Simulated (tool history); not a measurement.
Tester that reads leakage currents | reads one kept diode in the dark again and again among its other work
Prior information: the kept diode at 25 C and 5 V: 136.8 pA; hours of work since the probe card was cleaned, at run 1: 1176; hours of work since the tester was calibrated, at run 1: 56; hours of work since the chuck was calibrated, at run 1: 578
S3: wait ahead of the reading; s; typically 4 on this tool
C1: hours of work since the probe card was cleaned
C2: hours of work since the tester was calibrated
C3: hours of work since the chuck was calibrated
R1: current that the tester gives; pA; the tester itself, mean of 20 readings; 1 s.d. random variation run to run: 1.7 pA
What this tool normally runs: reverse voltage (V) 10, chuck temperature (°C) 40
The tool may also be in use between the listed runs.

{"run": 1, "hour": 0.0, "reverse voltage (V)": 10, "chuck temperature (°C)": 40, "S3": 4, "C1": 1176, "C2": 56, "C3": 578, "R1": 573.11}
{"run": 2, "hour": 171.5, "reverse voltage (V)": 10, "chuck temperature (°C)": 40, "S3": 4, "C1": 1267, "C2": 146, "C3": 668, "R1": 570.19}
{"run": 3, "hour": 367.0, "reverse voltage (V)": 10, "chuck temperature (°C)": 40, "S3": 4, "C1": 1370, "C2": 249, "C3": 771, "R1": 568.03}
{"run": 4, "hour": 480.2, "reverse voltage (V)": 10, "chuck temperature (°C)": 40, "S3": 4, "C1": 1430, "C2": 309, "C3": 831, "R1": 562.26}
{"run": 5, "hour": 641.5, "reverse voltage (V)": 10, "chuck temperature (°C)": 40, "S3": 4, "C1": 1515, "C2": 394, "C3": 916, "R1": 561.33}
{"run": 6, "hour": 814.9, "reverse voltage (V)": 10, "chuck temperature (°C)": 40, "S3": 4, "C1": 1607, "C2": 486, "C3": 1008, "R1": 556.57}
{"run": 7, "hour": 914.4, "reverse voltage (V)": 10, "chuck temperature (°C)": 40, "S3": 4, "C1": 1659, "C2": 539, "C3": 1061, "R1": 556.16}
{"run": 8, "hour": 1070.2, "reverse voltage (V)": 10, "chuck temperature (°C)": 40, "S3": 4, "C1": 1741, "C2": 621, "C3": 1143, "R1": 552.61}
{"hour": 1151.1, "done": "chuck's temperature calibrated"}
{"run": 9, "hour": 1179.3, "reverse voltage (V)": 10, "chuck temperature (°C)": 40, "S3": 0.65, "C1": 1798, "C2": 678, "C3": 15, "R1": 609.13}
{"hour": 1273.4, "done": "probe card cleaned and baked"}
{"run": 10, "hour": 1292.9, "reverse voltage (V)": 10, "chuck temperature (°C)": 40, "S3": 0.65, "C1": 10, "C2": 736, "C3": 73, "R1": 618.89}
{"run": 11, "hour": 1458.3, "reverse voltage (V)": 10, "chuck temperature (°C)": 40, "S3": 0.65, "C1": 98, "C2": 823, "C3": 161, "R1": 614.96}
{"run": 12, "hour": 1562.9, "reverse voltage (V)": 10, "chuck temperature (°C)": 40, "S3": 0.65, "C1": 153, "C2": 879, "C3": 216, "R1": 614.27}
{"run": 13, "hour": 1694.4, "reverse voltage (V)": 10, "chuck temperature (°C)": 40, "S3": 4, "C1": 222, "C2": 948, "C3": 286, "R1": 606.67}
{"run": 14, "hour": 1835.5, "reverse voltage (V)": 10, "chuck temperature (°C)": 40, "S3": 1.3, "C1": 297, "C2": 1023, "C3": 360, "R1": 607.68}
{"run": 15, "hour": 1945.4, "reverse voltage (V)": 1.3, "chuck temperature (°C)": 34, "S3": 2.52, "C1": 355, "C2": 1081, "C3": 418, "R1": 189.25}
{"run": 16, "hour": 2073.2, "reverse voltage (V)": 1.8, "chuck temperature (°C)": 26, "S3": 1.52, "C1": 423, "C2": 1148, "C3": 486, "R1": 112.53}
{"run": 17, "hour": 2280.0, "reverse voltage (V)": 1.8, "chuck temperature (°C)": 26, "S3": 1.52, "C1": 532, "C2": 1258, "C3": 595, "R1": 112.41}
{"run": 18, "hour": 2480.6, "reverse voltage (V)": 1, "chuck temperature (°C)": 48, "S3": 2.19, "C1": 638, "C2": 1364, "C3": 701, "R1": 488.73}
{"hour": 2566.5, "done": "probe card cleaned and baked, once more"}
{"run": 19, "hour": 2640.9, "reverse voltage (V)": 2.6, "chuck temperature (°C)": 40, "S3": 0.53, "C1": 39, "C2": 1447, "C3": 784, "R1": 354.98}
{"run": 20, "hour": 2754.8, "reverse voltage (V)": 2.5, "chuck temperature (°C)": 40, "S3": 1.36, "C1": 99, "C2": 1507, "C3": 844, "R1": 349.07}
{"run": 21, "hour": 2942.6, "reverse voltage (V)": 16.7, "chuck temperature (°C)": 41, "S3": 4.58, "C1": 199, "C2": 1606, "C3": 943, "R1": 687.71}
{"run": 22, "hour": 3148.4, "reverse voltage (V)": 16.7, "chuck temperature (°C)": 41, "S3": 4.58, "C1": 307, "C2": 1715, "C3": 1052, "R1": 679.86}
{"run": 23, "hour": 3357.7, "reverse voltage (V)": 5.7, "chuck temperature (°C)": 25, "S3": 1.62, "C1": 418, "C2": 1825, "C3": 1163, "R1": 133.84}
{"hour": 3404.7, "done": "chuck's temperature calibrated"}
{"run": 24, "hour": 3548.1, "reverse voltage (V)": 5.7, "chuck temperature (°C)": 25, "S3": 1.62, "C1": 518, "C2": 1925, "C3": 76, "R1": 142.19}
{"run": 25, "hour": 3680.9, "reverse voltage (V)": 3.2, "chuck temperature (°C)": 25, "S3": 1.62, "C1": 588, "C2": 1995, "C3": 146, "R1": 117.18}
{"run": 26, "hour": 3897.8, "reverse voltage (V)": 2.2, "chuck temperature (°C)": 36, "S3": 4.79, "C1": 702, "C2": 2110, "C3": 261, "R1": 250.49}

For each run, the measured value with the value that run would have given without the tool's hidden condition subtracted. The run-to-run variation is shared by both, the gauge scatter possibly not:
Hidden state present: stray current of the dirty probe card, pA a volt; current scale over the true one, %; true chuck temperature over the reading, C; drift of the gauge itself on leakage_pa, %.
run=1 R1=-3.41
run=2 R1=-6.61
run=3 R1=-10.04
run=4 R1=-11.56
run=5 R1=-14.13
run=6 R1=-17.1
run=7 R1=-18.5
run=8 R1=-20.82
run=9 R1=+29.61
run=10 R1=+39.81
run=11 R1=+36.98
run=12 R1=+35.41
run=13 R1=+33.31
run=14 R1=+31.17
run=15 R1=+0.46
run=16 R1=+4.41
run=17 R1=+3.69
run=18 R1=-19.41
run=19 R1=-21.03
run=20 R1=-22.47
run=21 R1=-45.25
run=22 R1=-49.05
run=23 R1=-9.95
run=24 R1=-0.94
run=25 R1=-2.28
run=26 R1=-10.64
